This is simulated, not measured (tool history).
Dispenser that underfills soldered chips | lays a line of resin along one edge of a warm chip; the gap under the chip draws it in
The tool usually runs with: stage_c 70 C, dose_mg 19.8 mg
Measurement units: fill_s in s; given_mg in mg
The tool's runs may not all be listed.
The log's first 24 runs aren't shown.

| run | hour | stage_c | dose_mg | fill_s | given_mg |
|---|---|---|---|---|---|
|  | 301.2 | new syringe of resin |
|  | 313.8 | new syringe of resin |
| 25 | 313.8 | 58 | 19.0 | 990.5 | 18.87 |
|  | 326.8 | new syringe of resin |
| 26 | 331.3 | 58 | 19.0 | 1133.6 | 18.79 |
|  | 339.8 | new syringe of resin |
| 27 | 343.4 | 56 | 18.9 | 1248.9 | 18.65 |
|  | 353.7 | new syringe of resin |
| 28 | 360.4 | 56 | 18.9 | 1437.2 | 18.55 |
|  | 366.3 | new syringe of resin |
|  | 376.3 | dispensing valve cleaned and set on the balance |
| 29 | 378.3 | 56 | 24.7 | 1671.2 | 24.80 |
|  | 380.7 | new syringe of resin |
| 30 | 388.3 | 67 | 22.4 | 772.8 | 22.35 |
|  | 393.5 | new syringe of resin |
| 31 | 399.8 | 67 | 17.2 | 765.4 | 17.13 |
|  | 406.8 | new syringe of resin |
| 32 | 414.9 | 67 | 17.2 | 839.9 | 16.99 |
|  | 419.5 | new syringe of resin |
| 33 | 426.8 | 66 | 18.6 | 817.5 | 18.39 |
|  | 431.9 | new syringe of resin |
| 34 | 437.6 | 59 | 22.1 | 1151.9 | 21.73 |

Alternative continuations, all from the tool just after run 34; predict every row:
|  | 444.6 | new syringe of resin |
| A | 451.3 | 59 | 24.0 | ? | ? |
|  | 444.6 | new syringe of resin |
| B | 451.3 | 76 | 17.4 | ? | ? |
|  | 444.6 | new syringe of resin |
| C | 451.3 | 68 | 22.6 | ? | ? |
|  | 444.6 | new syringe of resin |
| D | 451.3 | 66 | 25.3 | ? | ? |

| run | fill_s | given_mg |
|---|---|---|
| A | 1171.5 | 23.44 |
| B | 482.5 | 17.08 |
| C | 704.4 | 22.02 |
| D | 779.7 | 24.80 |
Had the tool no hidden state, the same runs would have come out as:
| run | fill_s | given_mg |
|---|---|---|
| A | 880.4 | 23.95 |
| B | 361.4 | 17.46 |
| C | 529.9 | 22.51 |
| D | 586.9 | 25.34 |
